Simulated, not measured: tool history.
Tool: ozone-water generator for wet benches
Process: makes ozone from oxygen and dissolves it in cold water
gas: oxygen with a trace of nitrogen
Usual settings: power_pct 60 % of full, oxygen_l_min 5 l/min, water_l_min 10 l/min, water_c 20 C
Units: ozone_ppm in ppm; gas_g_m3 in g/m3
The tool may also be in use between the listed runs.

run	hour	power_pct	oxygen_l_min	water_l_min	water_c	ozone_ppm	gas_g_m3
1	0	60	5	10	20	22.5	182.7
2	159.1	60	5	10	20	22.7	183.5
3	288.9	60	5	10	20	22.2	182.3
4	408.6	60	5	10	13	25.8	182
# hour 427.4: contactor cleaned
5	567.5	60	5	10	13	25.3	180.3
6	689.9	60	5	10	13	25.3	182.4
7	798.7	43	5	7	20	23.4	149.8
8	968.4	43	5	7	20	23.3	149.6
9	1093.3	60	5	6	20	30.7	179.5
# hour 1248.9: contactor cleaned, once more
10	1260	60	5	6	20	31.6	180.4
11	1368.6	60	5	6	20	31.5	178.8
12	1495.8	60	2.56	10	20	25.1	272.8

4 ways to go on from here, each from the tool as it stands after run 12. What would each give?
A	1695.7	60	6.53	8	27	?	?
B	1695.7	51	2.56	8	22	?	?
C	1695.7	44	5	9	20	?	?
D	1695.7	72	2.56	10	20	?	?

run	ozone_ppm	gas_g_m3
A	20.3	150.9
B	26.5	248.1
C	20.5	152
D	28.1	304.3
Without the tool's hidden state the same runs would have given:
run	ozone_ppm	gas_g_m3
A	21.4	157.9
B	27.8	258.4
C	21.4	157.6
D	29.7	320
